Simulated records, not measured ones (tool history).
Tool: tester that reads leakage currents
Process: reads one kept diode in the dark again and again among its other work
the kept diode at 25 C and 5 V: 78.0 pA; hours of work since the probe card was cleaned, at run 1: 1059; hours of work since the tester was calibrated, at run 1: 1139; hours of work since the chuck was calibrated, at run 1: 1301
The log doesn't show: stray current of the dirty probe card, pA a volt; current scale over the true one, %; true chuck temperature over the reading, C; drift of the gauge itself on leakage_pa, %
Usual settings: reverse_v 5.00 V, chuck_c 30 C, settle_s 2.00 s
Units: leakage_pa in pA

run,hour,reverse_v,chuck_c,settle_s,hours of work since the probe card was cleaned,hours of work since the tester was calibrated,hours of work since the chuck was calibrated,leakage_pa
1,0.0,5.00,30,2.00,1059,1139,1301,133.04
2,56.4,5.00,30,2.00,1088,1169,1331,133.83
3,157.7,5.00,30,2.00,1142,1222,1384,133.63
# hour 169.4: chuck's temperature calibrated
4,263.1,5.00,30,2.00,1196,1276,49,124.13
5,370.4,5.00,30,2.00,1252,1332,105,125.23
6,441.9,5.00,30,2.00,1289,1370,143,126.03
7,542.7,5.00,30,2.00,1342,1423,196,126.56
8,647.0,5.00,30,2.00,1397,1477,250,126.90
9,732.9,5.00,30,1.15,1442,1522,295,128.36
# hour 772.7: probe card cleaned and baked
10,795.1,5.00,30,1.15,12,1553,326,130.31
11,866.4,5.00,30,1.15,49,1591,364,130.68
12,954.2,5.00,36,2.00,95,1637,410,201.56
# hour 967.0: probe card cleaned and baked, once more
13,1055.5,5.00,30,2.00,46,1688,461,121.40
14,1125.7,5.00,30,2.00,83,1725,498,121.86
15,1173.7,5.00,30,2.00,108,1750,523,122.07
16,1225.1,5.00,30,2.00,135,1777,550,122.12
17,1276.3,5.00,30,2.00,162,1804,577,121.81
18,1383.1,5.00,30,1.40,218,1860,633,123.61
19,1455.1,2.54,30,2.00,256,1898,671,86.87
20,1568.4,1.61,30,2.00,315,1957,730,68.21
21,1635.5,11.08,30,4.29,350,1992,765,189.63
22,1722.5,11.08,30,4.29,396,2038,811,190.00
23,1821.8,11.08,30,4.29,448,2090,863,190.47
24,1890.2,5.00,60,1.52,484,2126,899,1078.48
25,1937.3,5.00,60,1.52,508,2150,923,1076.99
26,1990.3,10.12,30,2.00,536,2178,951,184.35
27,2100.8,1.38,24,1.00,594,2236,1009,40.58
28,2148.2,5.00,28,0.45,619,2261,1034,112.05
29,2216.5,5.00,28,0.45,655,2297,1070,112.10
30,2269.7,3.33,23,3.90,683,2324,1097,59.70
31,2327.5,5.10,50,3.90,713,2355,1128,559.40
32,2377.2,5.10,50,3.90,739,2381,1154,563.00
33,2431.7,13.83,26,1.54,767,2409,1182,167.64

Run 34 comes next. What will it give?
34,2524.6,18.97,30,2.00,816,2458,1231,?

Run 34 gave leakage_pa 271.13 pA.
Without the tool's hidden state the same run would have given leakage_pa 238.46 pA.
